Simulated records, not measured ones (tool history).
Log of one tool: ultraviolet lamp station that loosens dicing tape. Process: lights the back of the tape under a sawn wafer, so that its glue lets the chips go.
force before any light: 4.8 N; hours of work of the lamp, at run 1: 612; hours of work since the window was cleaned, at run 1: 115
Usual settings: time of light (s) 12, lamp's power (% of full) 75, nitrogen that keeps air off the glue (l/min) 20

run,hour,time of light (s),lamp's power (% of full),nitrogen that keeps air off the glue (l/min),hours of work of the lamp,hours of work since the window was cleaned,force that peels the tape off (N),light that reached the tape (mJ/cm²)
1,0,12,75,20,612,115,0.455,235
2,33.2,12,75,20,634,137,0.452,236
3,80.3,12,75,20,666,169,0.478,234
4,111.9,12,75,20,688,191,0.483,237
5,162.6,12,75,20,722,226,0.474,235
# hour 196.9: lamp changed
6,205.6,12,75,20,6,254,0.484,241
# hour 248.8: window cleaned of glue's vapour
7,262.1,12,75,11,44,9,0.782,236
8,310.4,21,75,20,77,42,0.141,416
9,356.1,21,67,20,108,73,0.18,374
10,412.2,21,98,20,147,111,0.113,542
11,440.9,21,98,20,166,131,0.112,545
12,479.9,21,91,23,193,158,0.117,506
13,505.6,8,91,14,210,175,0.922,189
14,557.2,13,91,14,246,210,0.366,311
15,610.1,23,90,29,282,246,0.096,545
16,648.6,7,73,12,308,273,1.605,136
# hour 665.4: window cleaned of glue's vapour
17,699.7,7,81,19,342,23,1.105,153
18,751.5,12,65,14,378,59,0.827,212
19,787.2,12,65,14,402,83,0.817,206
20,834.9,12,73,20,435,116,0.487,233

Forecast each of these 4 alternatives for the next run:
A,860.2,12,75,7,452,133,?,?
B,860.2,9,78,20,452,133,?,?
C,860.2,7,92,28,452,133,?,?
D,860.2,7,68,8,452,133,?,?

run,force that peels the tape off (N),light that reached the tape (mJ/cm²)
A,1.026,236
B,0.763,188
C,0.684,170
D,2.024,130
Without the tool's hidden state the same runs would have given:
run,force that peels the tape off (N),light that reached the tape (mJ/cm²)
A,1.022,236
B,0.76,188
C,0.681,170
D,2.02,131

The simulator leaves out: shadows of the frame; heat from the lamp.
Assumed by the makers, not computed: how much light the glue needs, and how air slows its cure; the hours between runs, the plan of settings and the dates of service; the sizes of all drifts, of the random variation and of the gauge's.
